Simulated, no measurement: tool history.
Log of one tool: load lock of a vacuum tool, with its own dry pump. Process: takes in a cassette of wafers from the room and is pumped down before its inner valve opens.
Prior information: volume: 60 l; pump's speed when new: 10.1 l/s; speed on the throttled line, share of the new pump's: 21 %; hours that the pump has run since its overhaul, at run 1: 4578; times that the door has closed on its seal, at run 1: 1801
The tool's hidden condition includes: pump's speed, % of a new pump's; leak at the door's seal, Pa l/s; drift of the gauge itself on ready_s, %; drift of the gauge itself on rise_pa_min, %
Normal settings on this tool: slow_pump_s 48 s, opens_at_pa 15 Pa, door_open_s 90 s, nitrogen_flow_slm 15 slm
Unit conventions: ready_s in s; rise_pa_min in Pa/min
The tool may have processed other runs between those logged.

run,hour,slow_pump_s,opens_at_pa,door_open_s,nitrogen_flow_slm,hours that the pump has run since its overhaul,times that the door has closed on its seal,"incoming humidity of the room's air, %",ready_s,rise_pa_min
1,0,48,15,90,15,4578,1801,44.1,92.9,0.043
2,110.1,48,15,47,15,4688,2045,47.9,92.4,0.041
3,185.1,48,15,90,4,4763,2211,46,93,0.084
4,315.6,48,15,90,15,4893,2500,45.9,93,0.053
5,447.2,48,15,90,15,5025,2791,43.8,92.8,0.055
6,534.8,27,15,90,15,5112,2986,47,77,0.061
7,684.7,48,15,90,6,5262,3318,43.7,93.7,0.076
8,812,48,15,90,6,5390,3600,46.6,92.7,0.09
9,882.7,48,15,90,15,5460,3756,45.5,92.8,0.065
10,1010.3,48,15,90,15,5588,4039,43.4,93.3,0.072
11,1137.5,48,15,90,15,5715,4320,47.6,93.2,0.078
12,1271.3,48,15,90,15,5849,4617,44.2,94.1,0.079
13,1362.1,48,15,90,15,5940,4818,49.3,93.5,0.084
14,1501.8,48,15,90,15,6080,5127,45.1,93.3,0.089
15,1602.9,48,15,53,15,6181,5351,43.5,93.9,0.083
16,1727.8,41,15,53,16,6306,5628,48.2,88.7,0.084
17,1866.6,48,15,51,24,6444,5935,44.7,93.3,0.088
18,1946.4,48,15,51,24,6524,6112,42,93.5,0.083
19,2027.7,48,24,51,24,6605,6292,45,90.4,0.088
20,2123.1,48,19,197,17,6701,6504,43.6,92.2,0.117
21,2260.5,48,14,90,5,6838,6808,46.8,94.4,0.141
22,2381.6,57,22,90,18,6959,7076,46.5,98.4,0.112
23,2496.2,93,15,90,17,7074,7330,45.8,129.8,0.117
24,2564.1,93,15,90,17,7142,7480,48,129.1,0.122
25,2662.2,48,15,90,22,7240,7698,41.6,94.2,0.112
26,2802.7,48,15,90,22,7380,8009,43,94.4,0.119
27,2880.6,48,11,98,15,7458,8181,40.6,96.8,0.131
28,3028.8,48,11,126,15,7606,8510,46,96.8,0.146
29,3128.7,48,10,30,15,7706,8731,44.8,96.9,0.135
30,3218.4,48,11,30,19,7796,8930,46.3,96,0.136

Consider 5 possible next runs. They are alternatives, not a sequence: every one starts from the tool as it was left by run 30. What does each give?
A,3296.9,30,15,90,12,7875,9103,45.2,?,?
B,3296.9,46,11,237,4,7875,9103,41.5,?,?
C,3296.9,34,15,69,24,7875,9103,43.2,?,?
D,3296.9,48,11,30,26,7875,9103,42.1,?,?
E,3296.9,41,11,30,19,7875,9103,50,?,?

run,ready_s,rise_pa_min
A,80.2,0.161
B,95.2,0.217
C,83.1,0.134
D,95.8,0.129
E,90.8,0.141
Without the tool's unlogged condition, the same runs would have read:
run,ready_s,rise_pa_min
A,76,0.04
B,91.1,0.096
C,79.1,0.012
D,91.9,0.012
E,86.7,0.018
